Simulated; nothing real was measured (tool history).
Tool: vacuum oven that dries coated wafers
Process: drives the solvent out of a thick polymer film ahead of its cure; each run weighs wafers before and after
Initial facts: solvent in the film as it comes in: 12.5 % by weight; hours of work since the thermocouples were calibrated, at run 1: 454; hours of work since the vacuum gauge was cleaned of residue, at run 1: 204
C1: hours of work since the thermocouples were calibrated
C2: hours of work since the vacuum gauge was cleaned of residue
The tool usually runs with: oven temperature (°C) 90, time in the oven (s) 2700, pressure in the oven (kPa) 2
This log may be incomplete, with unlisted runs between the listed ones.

run 1 hour=0 | oven_temperature_(°C)=90 time_in_the_oven_(s)=2700 pressure_in_the_oven_(kPa)=2 | C1=454 C2=204 | solvent_left_in_the_film_(%)=1.38
run 2 hour=11.7 | oven_temperature_(°C)=90 time_in_the_oven_(s)=2700 pressure_in_the_oven_(kPa)=1.84 | C1=463 C2=213 | solvent_left_in_the_film_(%)=1.37
run 3 hour=22.2 | oven_temperature_(°C)=90 time_in_the_oven_(s)=2700 pressure_in_the_oven_(kPa)=2 | C1=471 C2=221 | solvent_left_in_the_film_(%)=1.4
run 4 hour=29 | oven_temperature_(°C)=90 time_in_the_oven_(s)=2700 pressure_in_the_oven_(kPa)=2 | C1=476 C2=226 | solvent_left_in_the_film_(%)=1.59
run 5 hour=39 | oven_temperature_(°C)=82 time_in_the_oven_(s)=2700 pressure_in_the_oven_(kPa)=2 | C1=484 C2=234 | solvent_left_in_the_film_(%)=2.6
run 6 hour=46.2 | oven_temperature_(°C)=82 time_in_the_oven_(s)=2700 pressure_in_the_oven_(kPa)=2 | C1=489 C2=239 | solvent_left_in_the_film_(%)=2.67
run 7 hour=60.2 | oven_temperature_(°C)=82 time_in_the_oven_(s)=2700 pressure_in_the_oven_(kPa)=2 | C1=500 C2=250 | solvent_left_in_the_film_(%)=2.63
run 8 hour=71.9 | oven_temperature_(°C)=90 time_in_the_oven_(s)=2700 pressure_in_the_oven_(kPa)=2 | C1=509 C2=259 | solvent_left_in_the_film_(%)=1.54
run 9 hour=80.7 | oven_temperature_(°C)=90 time_in_the_oven_(s)=2700 pressure_in_the_oven_(kPa)=2 | C1=515 C2=265 | solvent_left_in_the_film_(%)=1.48
run 10 hour=88.8 | oven_temperature_(°C)=103 time_in_the_oven_(s)=2700 pressure_in_the_oven_(kPa)=2 | C1=521 C2=271 | solvent_left_in_the_film_(%)=0.72
run 11 hour=102.7 | oven_temperature_(°C)=103 time_in_the_oven_(s)=2700 pressure_in_the_oven_(kPa)=2 | C1=532 C2=282 | solvent_left_in_the_film_(%)=0.7
run 12 hour=116.9 | oven_temperature_(°C)=103 time_in_the_oven_(s)=2700 pressure_in_the_oven_(kPa)=2 | C1=542 C2=293 | solvent_left_in_the_film_(%)=0.69
run 13 hour=124.4 | oven_temperature_(°C)=76 time_in_the_oven_(s)=2700 pressure_in_the_oven_(kPa)=2 | C1=548 C2=298 | solvent_left_in_the_film_(%)=3.76
run 14 hour=134.4 | oven_temperature_(°C)=76 time_in_the_oven_(s)=2700 pressure_in_the_oven_(kPa)=2 | C1=556 C2=306 | solvent_left_in_the_film_(%)=3.79
run 15 hour=149.8 | oven_temperature_(°C)=76 time_in_the_oven_(s)=2700 pressure_in_the_oven_(kPa)=2 | C1=567 C2=318 | solvent_left_in_the_film_(%)=3.65
run 16 hour=156.7 | oven_temperature_(°C)=76 time_in_the_oven_(s)=2700 pressure_in_the_oven_(kPa)=2 | C1=573 C2=323 | solvent_left_in_the_film_(%)=3.75
run 17 hour=171.1 | oven_temperature_(°C)=90 time_in_the_oven_(s)=3360 pressure_in_the_oven_(kPa)=2 | C1=583 C2=334 | solvent_left_in_the_film_(%)=1.25
run 18 hour=178.8 | oven_temperature_(°C)=90 time_in_the_oven_(s)=2700 pressure_in_the_oven_(kPa)=2.04 | C1=589 C2=339 | solvent_left_in_the_film_(%)=1.49
run 19 hour=188.5 | oven_temperature_(°C)=90 time_in_the_oven_(s)=2700 pressure_in_the_oven_(kPa)=2.04 | C1=596 C2=347 | solvent_left_in_the_film_(%)=1.42
run 20 hour=198.9 | oven_temperature_(°C)=90 time_in_the_oven_(s)=2700 pressure_in_the_oven_(kPa)=2.04 | C1=604 C2=355 | solvent_left_in_the_film_(%)=1.46
run 21 hour=212.5 | oven_temperature_(°C)=90 time_in_the_oven_(s)=2700 pressure_in_the_oven_(kPa)=2.04 | C1=615 C2=365 | solvent_left_in_the_film_(%)=1.49
run 22 hour=226.4 | oven_temperature_(°C)=90 time_in_the_oven_(s)=2700 pressure_in_the_oven_(kPa)=2.04 | C1=625 C2=375 | solvent_left_in_the_film_(%)=1.48
run 23 hour=234.9 | oven_temperature_(°C)=90 time_in_the_oven_(s)=2700 pressure_in_the_oven_(kPa)=2 | C1=632 C2=382 | solvent_left_in_the_film_(%)=1.41
run 24 hour=248.1 | oven_temperature_(°C)=90 time_in_the_oven_(s)=2700 pressure_in_the_oven_(kPa)=2 | C1=642 C2=392 | solvent_left_in_the_film_(%)=1.52
-- hour=251.6 oven's thermocouples calibrated
run 25 hour=259.9 | oven_temperature_(°C)=90 time_in_the_oven_(s)=1740 pressure_in_the_oven_(kPa)=2 | C1=6 C2=399 | solvent_left_in_the_film_(%)=2.45
run 26 hour=267.4 | oven_temperature_(°C)=93 time_in_the_oven_(s)=1740 pressure_in_the_oven_(kPa)=6.72 | C1=12 C2=405 | solvent_left_in_the_film_(%)=3.84
run 27 hour=277.3 | oven_temperature_(°C)=93 time_in_the_oven_(s)=1740 pressure_in_the_oven_(kPa)=6.72 | C1=19 C2=412 | solvent_left_in_the_film_(%)=3.8
run 28 hour=286.4 | oven_temperature_(°C)=83 time_in_the_oven_(s)=4560 pressure_in_the_oven_(kPa)=4.31 | C1=26 C2=419 | solvent_left_in_the_film_(%)=3.06
run 29 hour=294.7 | oven_temperature_(°C)=86 time_in_the_oven_(s)=2400 pressure_in_the_oven_(kPa)=4.55 | C1=33 C2=425 | solvent_left_in_the_film_(%)=3.52
run 30 hour=303.9 | oven_temperature_(°C)=97 time_in_the_oven_(s)=2220 pressure_in_the_oven_(kPa)=1.28 | C1=40 C2=432 | solvent_left_in_the_film_(%)=0.83
-- hour=316.9 oven's thermocouples calibrated, once more
run 31 hour=316.9 | oven_temperature_(°C)=96 time_in_the_oven_(s)=2700 pressure_in_the_oven_(kPa)=4.01 | C1=0 C2=441 | solvent_left_in_the_film_(%)=1.74
run 32 hour=331.6 | oven_temperature_(°C)=94 time_in_the_oven_(s)=1560 pressure_in_the_oven_(kPa)=2 | C1=11 C2=452 | solvent_left_in_the_film_(%)=1.96
run 33 hour=339 | oven_temperature_(°C)=98 time_in_the_oven_(s)=3060 pressure_in_the_oven_(kPa)=1.36 | C1=17 C2=457 | solvent_left_in_the_film_(%)=0.53
run 34 hour=351.7 | oven_temperature_(°C)=98 time_in_the_oven_(s)=1680 pressure_in_the_oven_(kPa)=1.36 | C1=26 C2=467 | solvent_left_in_the_film_(%)=1.09
run 35 hour=361 | oven_temperature_(°C)=103 time_in_the_oven_(s)=1860 pressure_in_the_oven_(kPa)=5.23 | C1=33 C2=474 | solvent_left_in_the_film_(%)=1.74
run 36 hour=370.7 | oven_temperature_(°C)=86 time_in_the_oven_(s)=1980 pressure_in_the_oven_(kPa)=2.22 | C1=41 C2=481 | solvent_left_in_the_film_(%)=2.8
run 37 hour=385.9 | oven_temperature_(°C)=86 time_in_the_oven_(s)=1980 pressure_in_the_oven_(kPa)=2.22 | C1=52 C2=493 | solvent_left_in_the_film_(%)=2.84
run 38 hour=398.7 | oven_temperature_(°C)=93 time_in_the_oven_(s)=2880 pressure_in_the_oven_(kPa)=4.58 | C1=62 C2=502 | solvent_left_in_the_film_(%)=2.25
run 39 hour=406.5 | oven_temperature_(°C)=93 time_in_the_oven_(s)=2700 pressure_in_the_oven_(kPa)=3.33 | C1=68 C2=508 | solvent_left_in_the_film_(%)=1.8
run 40 hour=421.3 | oven_temperature_(°C)=93 time_in_the_oven_(s)=2700 pressure_in_the_oven_(kPa)=3.33 | C1=79 C2=519 | solvent_left_in_the_film_(%)=1.77
run 41 hour=430.1 | oven_temperature_(°C)=95 time_in_the_oven_(s)=3480 pressure_in_the_oven_(kPa)=3.33 | C1=85 C2=526 | solvent_left_in_the_film_(%)=1.48
run 42 hour=438.2 | oven_temperature_(°C)=88 time_in_the_oven_(s)=2400 pressure_in_the_oven_(kPa)=2 | C1=92 C2=532 | solvent_left_in_the_film_(%)=1.93
run 43 hour=449.1 | oven_temperature_(°C)=85 time_in_the_oven_(s)=3000 pressure_in_the_oven_(kPa)=2 | C1=100 C2=541 | solvent_left_in_the_film_(%)=2.05
run 44 hour=463 | oven_temperature_(°C)=84 time_in_the_oven_(s)=2640 pressure_in_the_oven_(kPa)=1.83 | C1=110 C2=551 | solvent_left_in_the_film_(%)=2.24
run 45 hour=476.3 | oven_temperature_(°C)=105 time_in_the_oven_(s)=2640 pressure_in_the_oven_(kPa)=5.89 | C1=120 C2=561 | solvent_left_in_the_film_(%)=1.69
run 46 hour=489.3 | oven_temperature_(°C)=105 time_in_the_oven_(s)=2640 pressure_in_the_oven_(kPa)=5.89 | C1=130 C2=571 | solvent_left_in_the_film_(%)=1.71
run 47 hour=497.2 | oven_temperature_(°C)=96 time_in_the_oven_(s)=1980 pressure_in_the_oven_(kPa)=2.5 | C1=136 C2=577 | solvent_left_in_the_film_(%)=1.54

Subtracting, for every run, the result it would have given without the tool's unlogged condition from the measured result gives the following. The same run-to-run variation enters both numbers; the gauge's scatter may not:
The hidden state here: true wafer temperature over the reading, C; true pressure over the reading, kPa; drift of the gauge itself on solvent_pct, %.
run=1 solvent_left_in_the_film_(%)=+0.05
run=2 solvent_left_in_the_film_(%)=+0.04
run=3 solvent_left_in_the_film_(%)=+0.05
run=4 solvent_left_in_the_film_(%)=+0.05
run=5 solvent_left_in_the_film_(%)=+0.07
run=6 solvent_left_in_the_film_(%)=+0.07
run=7 solvent_left_in_the_film_(%)=+0.07
run=8 solvent_left_in_the_film_(%)=+0.06
run=9 solvent_left_in_the_film_(%)=+0.06
run=10 solvent_left_in_the_film_(%)=+0.03
run=11 solvent_left_in_the_film_(%)=+0.04
run=12 solvent_left_in_the_film_(%)=+0.04
run=13 solvent_left_in_the_film_(%)=+0.11
run=14 solvent_left_in_the_film_(%)=+0.12
run=15 solvent_left_in_the_film_(%)=+0.12
run=16 solvent_left_in_the_film_(%)=+0.13
run=17 solvent_left_in_the_film_(%)=+0.08
run=18 solvent_left_in_the_film_(%)=+0.08
run=19 solvent_left_in_the_film_(%)=+0.08
run=20 solvent_left_in_the_film_(%)=+0.09
run=21 solvent_left_in_the_film_(%)=+0.09
run=22 solvent_left_in_the_film_(%)=+0.09
run=23 solvent_left_in_the_film_(%)=+0.09
run=24 solvent_left_in_the_film_(%)=+0.1
run=25 solvent_left_in_the_film_(%)=+0.12
run=26 solvent_left_in_the_film_(%)=+0.11
run=27 solvent_left_in_the_film_(%)=+0.12
run=28 solvent_left_in_the_film_(%)=+0.15
run=29 solvent_left_in_the_film_(%)=+0.15
run=30 solvent_left_in_the_film_(%)=+0.09
run=31 solvent_left_in_the_film_(%)=+0.06
run=32 solvent_left_in_the_film_(%)=+0.06
run=33 solvent_left_in_the_film_(%)=+0.07
run=34 solvent_left_in_the_film_(%)=+0.06
run=35 solvent_left_in_the_film_(%)=+0.05
run=36 solvent_left_in_the_film_(%)=+0.09
run=37 solvent_left_in_the_film_(%)=+0.09
run=38 solvent_left_in_the_film_(%)=+0.08
run=39 solvent_left_in_the_film_(%)=+0.08
run=40 solvent_left_in_the_film_(%)=+0.1
run=41 solvent_left_in_the_film_(%)=+0.09
run=42 solvent_left_in_the_film_(%)=+0.1
run=43 solvent_left_in_the_film_(%)=+0.13
run=44 solvent_left_in_the_film_(%)=+0.12
run=45 solvent_left_in_the_film_(%)=+0.07
run=46 solvent_left_in_the_film_(%)=+0.07
run=47 solvent_left_in_the_film_(%)=+0.09
